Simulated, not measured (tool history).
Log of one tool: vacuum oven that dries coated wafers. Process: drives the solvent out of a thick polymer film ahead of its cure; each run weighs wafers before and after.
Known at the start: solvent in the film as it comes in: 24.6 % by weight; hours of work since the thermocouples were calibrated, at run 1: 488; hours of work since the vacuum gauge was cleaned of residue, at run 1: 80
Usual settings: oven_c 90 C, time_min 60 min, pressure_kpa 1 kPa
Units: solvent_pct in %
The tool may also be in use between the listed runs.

run,hour,oven_c,time_min,pressure_kpa,hours of work since the thermocouples were calibrated,hours of work since the vacuum gauge was cleaned of residue,solvent_pct
1,0,90,60,1,488,80,1.66
2,11.5,90,60,1,494,86,1.62
3,20.5,90,60,3.99,498,90,3.11
4,32.4,90,60,1,504,96,1.65
5,40.3,90,60,1,508,100,1.67
6,49.8,90,60,1,512,104,1.67
7,60.6,90,60,1,518,110,1.64
8,67,90,52,1,521,113,2.2
9,72.8,90,60,2.7,524,116,2.48
10,82.4,100,32,1.16,528,120,1.68
11,89.9,100,32,0.55,532,124,1.45
12,101.6,90,32,0.96,538,130,4.79
13,110.7,93,79,2.15,542,134,1.18
14,121.9,93,36,1.59,547,139,3.28

Forecast each of these 4 alternatives for the next run:
A,129.3,94,48,1.88,551,143,?
B,129.3,105,60,1,551,143,?
C,129.3,90,82,1.97,551,143,?
D,129.3,102,91,0.54,551,143,?

run,solvent_pct
A,1.86
B,0.33
C,1.4
D,0.16
Without the tool's hidden state the same runs would have given:
run,solvent_pct
A,1.87
B,0.33
C,1.4
D,0.16

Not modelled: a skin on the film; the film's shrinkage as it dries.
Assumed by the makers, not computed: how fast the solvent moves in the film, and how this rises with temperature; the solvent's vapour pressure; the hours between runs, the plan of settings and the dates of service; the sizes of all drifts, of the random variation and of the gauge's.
